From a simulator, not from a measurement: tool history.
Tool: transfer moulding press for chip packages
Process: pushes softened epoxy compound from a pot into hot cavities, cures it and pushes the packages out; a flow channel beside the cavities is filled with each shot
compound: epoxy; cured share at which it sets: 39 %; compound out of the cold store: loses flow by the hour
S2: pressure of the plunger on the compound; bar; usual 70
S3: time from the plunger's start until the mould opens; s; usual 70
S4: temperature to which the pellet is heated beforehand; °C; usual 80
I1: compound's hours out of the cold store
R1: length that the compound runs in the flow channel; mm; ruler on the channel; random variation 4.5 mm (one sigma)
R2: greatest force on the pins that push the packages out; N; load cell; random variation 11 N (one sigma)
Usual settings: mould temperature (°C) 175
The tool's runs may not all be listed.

Run 1, day 0: usual settings; I1 32. Result: R1 813 mm, R2 718 N.
At day 0.279: cavities cleaned with cleaning compound and waxed.
At day 2.558: cavities cleaned with cleaning compound and waxed.
Run 2, day 2.658: usual settings; I1 33.1. Result: R1 811 mm, R2 560 N.
At day 4.804: cavities cleaned with cleaning compound and waxed.
Run 3, day 4.904: usual settings but S2 53.1 bar; I1 40.8. Result: R1 672 mm, R2 561 N.
At day 6.8: cavities cleaned with cleaning compound and waxed.
Run 4, day 7.208: usual settings but S2 53.1 bar; I1 29.9. Result: R1 702 mm, R2 615 N.
At day 8.862: cavities cleaned with cleaning compound and waxed.
At day 9.433: plunger's sealing rings changed.
Run 5, day 9.912: usual settings but S2 53.1 bar; I1 33.8. Result: R1 726 mm, R2 680 N.
At day 11.017: cavities cleaned with cleaning compound and waxed.
Run 6, day 11.75: usual settings; I1 37.1. Result: R1 806 mm, R2 637 N.
At day 13.054: cavities cleaned with cleaning compound and waxed.
Run 7, day 14.646: usual settings; I1 42.7. Result: R1 784 mm, R2 694 N.
At day 15.162: cavities cleaned with cleaning compound and waxed.
At day 15.533: cavities cleaned with cleaning compound and waxed, once more.
Run 8, day 16.296: usual settings; I1 19.7. Result: R1 861 mm, R2 700 N.
At day 17.729: cavities cleaned with cleaning compound and waxed.
Run 9, day 18.958: usual settings but S4 73 °C; I1 28.9. Result: R1 822 mm, R2 739 N.
At day 19.788: cavities cleaned with cleaning compound and waxed.
At day 21.812: cavities cleaned with cleaning compound and waxed.
Run 10, day 21.888: usual settings but S4 73 °C; I1 47.7. Result: R1 742 mm, R2 556 N.
At day 23.679: plunger's sealing rings changed.
At day 24.042: cavities cleaned with cleaning compound and waxed.
Run 11, day 24.854: usual settings but S4 73 °C; I1 14.2. Result: R1 895 mm, R2 771 N.
At day 26.329: cavities cleaned with cleaning compound and waxed.
Run 12, day 28.175: usual settings but S2 60.5 bar; I1 13.6. Result: R1 827 mm, R2 855 N.
At day 28.425: cavities cleaned with cleaning compound and waxed.
At day 30.433: cavities cleaned with cleaning compound and waxed.
Run 13, day 30.521: usual settings but S4 71 °C; I1 25.8. Result: R1 835 mm, R2 619 N.
At day 32.571: cavities cleaned with cleaning compound and waxed.
Run 14, day 33.908: usual settings but S4 71 °C; I1 22.1. Result: R1 849 mm, R2 796 N.
At day 34.721: cavities cleaned with cleaning compound and waxed.
Run 15, day 36.346: usual settings but mould temperature (°C) 176, S3 91 s; I1 27.3. Result: R1 810 mm, R2 452 N.
At day 36.717: cavities cleaned with cleaning compound and waxed.
At day 38.088: plunger's sealing rings changed.
At day 38.617: mould's thermocouples calibrated.
At day 38.996: cavities cleaned with cleaning compound and waxed.
Run 16, day 38.996: usual settings but mould temperature (°C) 177, S3 53 s; I1 17.6. Result: R1 874 mm, R2 1013 N.
At day 41.079: cavities cleaned with cleaning compound and waxed.
Run 17, day 41.112: usual settings but mould temperature (°C) 177, S3 53 s; I1 28.7. Result: R1 828 mm, R2 1032 N.
Run 18, day 42.975: usual settings but mould temperature (°C) 177, S3 53 s; I1 36.5. Result: R1 800 mm, R2 1323 N.
At day 43.271: cavities cleaned with cleaning compound and waxed.
At day 45.438: cavities cleaned with cleaning compound and waxed.
Run 19, day 45.554: usual settings but mould temperature (°C) 177, S3 53 s; I1 18.4. Result: R1 856 mm, R2 1123 N.
At day 47.446: cavities cleaned with cleaning compound and waxed.
Run 20, day 47.575: usual settings but mould temperature (°C) 177, S2 83.8 bar, S3 53 s; I1 13.7. Result: R1 950 mm, R2 1155 N.
Run 21, day 49.154: usual settings but mould temperature (°C) 177, S2 83.8 bar, S3 53 s; I1 27.9. Result: R1 885 mm, R2 1343 N.
At day 49.462: cavities cleaned with cleaning compound and waxed.
Run 22, day 50.833: usual settings but mould temperature (°C) 180, S2 80.6 bar, S3 100 s, S4 77 °C; I1 37.5. Result: R1 825 mm, R2 385 N.
At day 51.704: cavities cleaned with cleaning compound and waxed.
At day 52.575: plunger's sealing rings changed.
At day 53.838: cavities cleaned with cleaning compound and waxed.
Run 23, day 54.258: usual settings but S2 75.7 bar, S3 86 s; I1 42.9. Result: R1 818 mm, R2 382 N.
At day 56: cavities cleaned with cleaning compound and waxed.
Run 24, day 57.017: usual settings but S2 75.7 bar, S3 86 s; I1 44.2. Result: R1 796 mm, R2 413 N.
At day 58.217: cavities cleaned with cleaning compound and waxed.
At day 60.296: cavities cleaned with cleaning compound and waxed.
Run 25, day 60.429: usual settings but S2 75.7 bar, S3 86 s; I1 20. Result: R1 888 mm, R2 353 N.
At day 62.333: cavities cleaned with cleaning compound and waxed.
Run 26, day 62.492: usual settings but S2 77.4 bar, S3 63 s; I1 17.3. Result: R1 902 mm, R2 818 N.

Hidden state or all else? Some run-to-run changes of R1, split into what the settings, what came in and random variation would give without the hidden state, and what is left for the hidden state (with any gauge scatter that isn't in both results):
The hidden state here: true mould temperature over the reading, C; pressure that reaches the compound, % of what is set; grip of the stained cavities, % over clean ones'; drift of the gauge itself on flow_mm, %; drift of the gauge itself on push_out_n, %.
Run 2 -> 3: S2 70 -> 53.1, cavities cleaned with cleaning compound and waxed. R1 -139 mm: hidden state -2, all else -137.
Run 10 -> 11: plunger's sealing rings changed, cavities cleaned with cleaning compound and waxed. R1 +153 mm: hidden state +30, all else +123.
Run 15 -> 16: mould temperature (°C) 176 -> 177, S3 91 -> 53, cavities cleaned with cleaning compound and waxed, plunger's sealing rings changed, mould's thermocouples calibrated, cavities cleaned with cleaning compound and waxed. R1 +64 mm: hidden state +35, all else +29.
Run 22 -> 23: mould temperature (°C) 180 -> 175, S2 80.6 -> 75.7, S3 100 -> 86, S4 77 -> 80, cavities cleaned with cleaning compound and waxed, plunger's sealing rings changed, cavities cleaned with cleaning compound and waxed. R1 -7 mm: hidden state +34, all else -41.
